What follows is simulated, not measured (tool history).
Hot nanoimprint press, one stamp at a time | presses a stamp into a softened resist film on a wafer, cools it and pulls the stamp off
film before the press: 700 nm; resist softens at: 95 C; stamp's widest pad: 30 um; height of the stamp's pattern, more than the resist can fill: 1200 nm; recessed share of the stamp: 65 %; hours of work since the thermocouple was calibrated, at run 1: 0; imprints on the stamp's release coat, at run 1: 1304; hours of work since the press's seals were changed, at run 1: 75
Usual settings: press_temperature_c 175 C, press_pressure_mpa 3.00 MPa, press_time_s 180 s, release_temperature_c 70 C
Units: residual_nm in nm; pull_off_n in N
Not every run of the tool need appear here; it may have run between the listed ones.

run,hour,press_temperature_c,press_pressure_mpa,press_time_s,release_temperature_c,hours of work since the thermocouple was calibrated,imprints on the stamp's release coat,hours of work since the press's seals were changed,residual_nm,pull_off_n
1,0.0,175,3.00,180,70,0,1304,75,268.3,209
2,13.2,175,3.00,180,70,10,1376,84,268.5,195
3,26.8,175,3.00,180,70,20,1450,95,268.9,205
4,42.7,175,3.00,180,70,32,1536,107,267.8,206
5,58.2,175,3.00,180,70,44,1621,118,270.8,209
6,74.1,175,3.00,104,70,56,1707,130,330.5,203
7,83.8,175,3.00,104,70,63,1760,138,333.3,205
8,104.6,175,3.00,104,57,79,1873,153,332.1,262
9,121.2,175,3.00,104,57,91,1964,166,331.5,258
10,132.6,175,3.00,104,57,100,2026,174,337.0,267
11,146.1,175,3.00,104,57,110,2099,184,331.5,258
12,164.5,175,3.00,104,67,124,2199,198,336.6,216
# hour 171.8: stamp cleaned and given a new release coat
13,184.5,175,3.00,104,67,134,70,209,329.6,219
14,196.8,175,3.00,104,67,144,136,218,330.3,214
15,216.8,175,3.00,104,67,159,245,233,333.7,212
16,228.2,182,3.00,129,70,167,307,242,234.9,199
17,240.8,182,3.00,129,70,177,376,251,236.4,208
18,251.5,168,3.00,180,70,185,434,259,352.1,207
19,260.2,170,3.00,280,70,191,481,266,276.1,213
20,275.9,170,3.00,280,70,203,567,278,273.2,202
21,285.5,181,2.51,253,73,210,619,285,202.8,201
22,303.8,181,2.51,253,73,224,718,299,198.8,199
23,321.6,181,4.37,94,73,238,816,312,232.6,196
24,338.0,164,2.52,180,72,250,904,324,436.0,196
25,358.6,184,2.60,113,67,265,1017,340,249.0,218
26,379.5,175,1.93,180,63,281,1130,356,330.5,232
27,389.4,175,2.50,180,63,289,1184,363,292.2,232
28,402.0,175,2.50,180,63,298,1253,373,292.0,231
29,413.8,163,3.26,158,74,307,1317,382,428.8,188
30,430.6,163,1.86,131,57,320,1409,394,535.9,260

How the hidden state differs across the entries between the runs, from the last listed run before each to the first after it:
From run 12 to run 13: stamp cleaned and given a new release coat (hour 171.8)
  grip of the stamp's worn release coat, % over a new coat's: 0.6 -> 0

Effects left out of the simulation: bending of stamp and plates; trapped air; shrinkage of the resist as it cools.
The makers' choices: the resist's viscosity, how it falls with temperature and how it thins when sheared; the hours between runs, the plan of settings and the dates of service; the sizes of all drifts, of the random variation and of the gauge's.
